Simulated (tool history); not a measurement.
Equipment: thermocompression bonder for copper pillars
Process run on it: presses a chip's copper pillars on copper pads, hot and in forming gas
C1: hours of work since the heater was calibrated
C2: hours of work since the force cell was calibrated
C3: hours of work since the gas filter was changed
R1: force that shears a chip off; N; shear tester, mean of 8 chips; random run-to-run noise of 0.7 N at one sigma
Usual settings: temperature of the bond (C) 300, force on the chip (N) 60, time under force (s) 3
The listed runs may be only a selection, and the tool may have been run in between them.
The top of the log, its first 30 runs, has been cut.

{"run": 31, "hour": 195.0, "temperature of the bond (C)": 315, "force on the chip (N)": 81, "time under force (s)": 5, "C1": 243, "C2": 236, "C3": 137, "R1": 74.7}
{"run": 32, "hour": 202.6, "temperature of the bond (C)": 315, "force on the chip (N)": 81, "time under force (s)": 5, "C1": 247, "C2": 240, "C3": 141, "R1": 72.7}
{"run": 33, "hour": 210.2, "temperature of the bond (C)": 315, "force on the chip (N)": 81, "time under force (s)": 5, "C1": 251, "C2": 243, "C3": 145, "R1": 74.5}
{"run": 34, "hour": 218.5, "temperature of the bond (C)": 325, "force on the chip (N)": 81, "time under force (s)": 3, "C1": 255, "C2": 247, "C3": 149, "R1": 72.4}
{"run": 35, "hour": 226.4, "temperature of the bond (C)": 303, "force on the chip (N)": 75, "time under force (s)": 7, "C1": 259, "C2": 251, "C3": 153, "R1": 71.2}
{"run": 36, "hour": 232.2, "temperature of the bond (C)": 303, "force on the chip (N)": 75, "time under force (s)": 7, "C1": 261, "C2": 254, "C3": 156, "R1": 68.7}
{"run": 37, "hour": 240.2, "temperature of the bond (C)": 300, "force on the chip (N)": 58, "time under force (s)": 3, "C1": 265, "C2": 258, "C3": 159, "R1": 49.1}
{"run": 38, "hour": 246.3, "temperature of the bond (C)": 297, "force on the chip (N)": 58, "time under force (s)": 6, "C1": 268, "C2": 261, "C3": 162, "R1": 57.7}
{"run": 39, "hour": 250.2, "temperature of the bond (C)": 297, "force on the chip (N)": 58, "time under force (s)": 6, "C1": 270, "C2": 263, "C3": 164, "R1": 55.6}
{"run": 40, "hour": 255.8, "temperature of the bond (C)": 297, "force on the chip (N)": 58, "time under force (s)": 6, "C1": 273, "C2": 266, "C3": 167, "R1": 56.4}

What if the next run were any one of these 4? Each begins from the tool's condition after run 40:
{"run": "A", "hour": 259.8, "temperature of the bond (C)": 312, "force on the chip (N)": 37, "time under force (s)": 2, "C1": 275, "C2": 268, "C3": 169, "R1": "?"}
{"run": "B", "hour": 259.8, "temperature of the bond (C)": 320, "force on the chip (N)": 73, "time under force (s)": 2, "C1": 275, "C2": 268, "C3": 169, "R1": "?"}
{"run": "C", "hour": 259.8, "temperature of the bond (C)": 315, "force on the chip (N)": 50, "time under force (s)": 5, "C1": 275, "C2": 268, "C3": 169, "R1": "?"}
{"run": "D", "hour": 259.8, "temperature of the bond (C)": 297, "force on the chip (N)": 58, "time under force (s)": 5, "C1": 275, "C2": 268, "C3": 169, "R1": "?"}

run=A R1=34.7
run=B R1=59.7
run=C R1=60.5
run=D R1=53
Stripped of hidden state, with their random variation kept, the same runs would have yielded:
run=A R1=35.1
run=B R1=61.2
run=C R1=62.1
run=D R1=54.1
